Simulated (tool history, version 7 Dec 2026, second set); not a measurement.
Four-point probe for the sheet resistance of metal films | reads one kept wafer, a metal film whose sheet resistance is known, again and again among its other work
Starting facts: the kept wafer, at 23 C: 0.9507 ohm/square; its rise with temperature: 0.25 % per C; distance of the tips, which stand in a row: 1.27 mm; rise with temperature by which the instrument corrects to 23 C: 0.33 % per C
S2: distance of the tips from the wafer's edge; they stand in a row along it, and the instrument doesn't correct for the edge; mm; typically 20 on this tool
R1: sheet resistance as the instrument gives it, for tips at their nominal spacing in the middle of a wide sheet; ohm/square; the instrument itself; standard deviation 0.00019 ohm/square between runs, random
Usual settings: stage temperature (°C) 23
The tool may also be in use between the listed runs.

{"run": 1, "hour": 0.0, "stage temperature (°C)": 23, "S2": 20, "R1": 0.95276}
{"run": 2, "hour": 73.9, "stage temperature (°C)": 23, "S2": 20, "R1": 0.952736}
{"run": 3, "hour": 137.8, "stage temperature (°C)": 28, "S2": 20, "R1": 0.949421}
{"run": 4, "hour": 202.2, "stage temperature (°C)": 28, "S2": 20, "R1": 0.949189}
{"run": 5, "hour": 267.5, "stage temperature (°C)": 23, "S2": 20, "R1": 0.952558}
{"run": 6, "hour": 332.2, "stage temperature (°C)": 23, "S2": 20, "R1": 0.952825}
{"run": 7, "hour": 381.5, "stage temperature (°C)": 19, "S2": 20, "R1": 0.955779}
{"run": 8, "hour": 416.5, "stage temperature (°C)": 19, "S2": 20, "R1": 0.955051}
{"run": 9, "hour": 462.4, "stage temperature (°C)": 23, "S2": 3, "R1": 1.033554}
{"run": 10, "hour": 509.5, "stage temperature (°C)": 23, "S2": 3, "R1": 1.033873}
{"run": 11, "hour": 578.8, "stage temperature (°C)": 29, "S2": 20, "R1": 0.948866}
{"run": 12, "hour": 630.5, "stage temperature (°C)": 23, "S2": 20, "R1": 0.952515}
{"run": 13, "hour": 697.5, "stage temperature (°C)": 23, "S2": 20, "R1": 0.952456}
{"run": 14, "hour": 744.5, "stage temperature (°C)": 18, "S2": 20, "R1": 0.956393}
{"run": 15, "hour": 801.3, "stage temperature (°C)": 18, "S2": 20, "R1": 0.956346}
{"run": 16, "hour": 868.9, "stage temperature (°C)": 18, "S2": 20, "R1": 0.956124}
{"hour": 891.3, "done": "stage's thermometer calibrated"}
{"run": 17, "hour": 903.6, "stage temperature (°C)": 18, "S2": 20, "R1": 0.956589}
{"run": 18, "hour": 951.4, "stage temperature (°C)": 23, "S2": 20, "R1": 0.952839}
{"run": 19, "hour": 1022.9, "stage temperature (°C)": 23, "S2": 5, "R1": 0.982834}
{"run": 20, "hour": 1057.5, "stage temperature (°C)": 23, "S2": 20, "R1": 0.952585}
{"run": 21, "hour": 1095.2, "stage temperature (°C)": 23, "S2": 20, "R1": 0.952682}
{"run": 22, "hour": 1131.1, "stage temperature (°C)": 23, "S2": 20, "R1": 0.95256}
{"run": 23, "hour": 1184.7, "stage temperature (°C)": 27, "S2": 11, "R1": 0.954603}
{"run": 24, "hour": 1229.6, "stage temperature (°C)": 28, "S2": 60, "R1": 0.947733}
{"run": 25, "hour": 1285.5, "stage temperature (°C)": 28, "S2": 60, "R1": 0.947561}
{"run": 26, "hour": 1324.6, "stage temperature (°C)": 28, "S2": 60, "R1": 0.947743}
{"run": 27, "hour": 1356.2, "stage temperature (°C)": 23, "S2": 47, "R1": 0.951126}
{"run": 28, "hour": 1393.2, "stage temperature (°C)": 23, "S2": 47, "R1": 0.951351}
{"run": 29, "hour": 1468.3, "stage temperature (°C)": 23, "S2": 47, "R1": 0.951272}
{"run": 30, "hour": 1499.7, "stage temperature (°C)": 23, "S2": 47, "R1": 0.950951}
{"run": 31, "hour": 1567.1, "stage temperature (°C)": 32, "S2": 57, "R1": 0.945041}
{"run": 32, "hour": 1602.7, "stage temperature (°C)": 32, "S2": 57, "R1": 0.945067}
{"run": 33, "hour": 1650.0, "stage temperature (°C)": 22, "S2": 15, "R1": 0.955004}
{"run": 34, "hour": 1682.2, "stage temperature (°C)": 33, "S2": 14, "R1": 0.948445}
{"run": 35, "hour": 1719.2, "stage temperature (°C)": 32, "S2": 4, "R1": 0.993131}
{"run": 36, "hour": 1764.1, "stage temperature (°C)": 35, "S2": 4, "R1": 0.991338}
{"run": 37, "hour": 1827.9, "stage temperature (°C)": 35, "S2": 4, "R1": 0.991401}
{"run": 38, "hour": 1899.1, "stage temperature (°C)": 24, "S2": 9, "R1": 0.960443}
{"run": 39, "hour": 1962.0, "stage temperature (°C)": 24, "S2": 9, "R1": 0.960117}
{"run": 40, "hour": 2026.8, "stage temperature (°C)": 24, "S2": 9, "R1": 0.960087}
{"run": 41, "hour": 2095.2, "stage temperature (°C)": 28, "S2": 4, "R1": 0.995701}
{"run": 42, "hour": 2166.2, "stage temperature (°C)": 25, "S2": 6, "R1": 0.972034}
{"run": 43, "hour": 2243.0, "stage temperature (°C)": 25, "S2": 6, "R1": 0.971751}
{"run": 44, "hour": 2299.9, "stage temperature (°C)": 22, "S2": 32, "R1": 0.952429}

Here are 4 independent what-if runs from the current tool condition. What would each one return?
{"run": "A", "hour": 2348.7, "stage temperature (°C)": 31, "S2": 16, "R1": "?"}
{"run": "B", "hour": 2348.7, "stage temperature (°C)": 24, "S2": 23, "R1": "?"}
{"run": "C", "hour": 2348.7, "stage temperature (°C)": 30, "S2": 74, "R1": "?"}
{"run": "D", "hour": 2348.7, "stage temperature (°C)": 24, "S2": 4, "R1": "?"}

run=A R1=0.948698
run=B R1=0.951526
run=C R1=0.946357
run=D R1=0.998705
Without the tool's hidden state the same runs would have given:
run=A R1=0.948566
run=B R1=0.951393
run=C R1=0.946225
run=D R1=0.998566
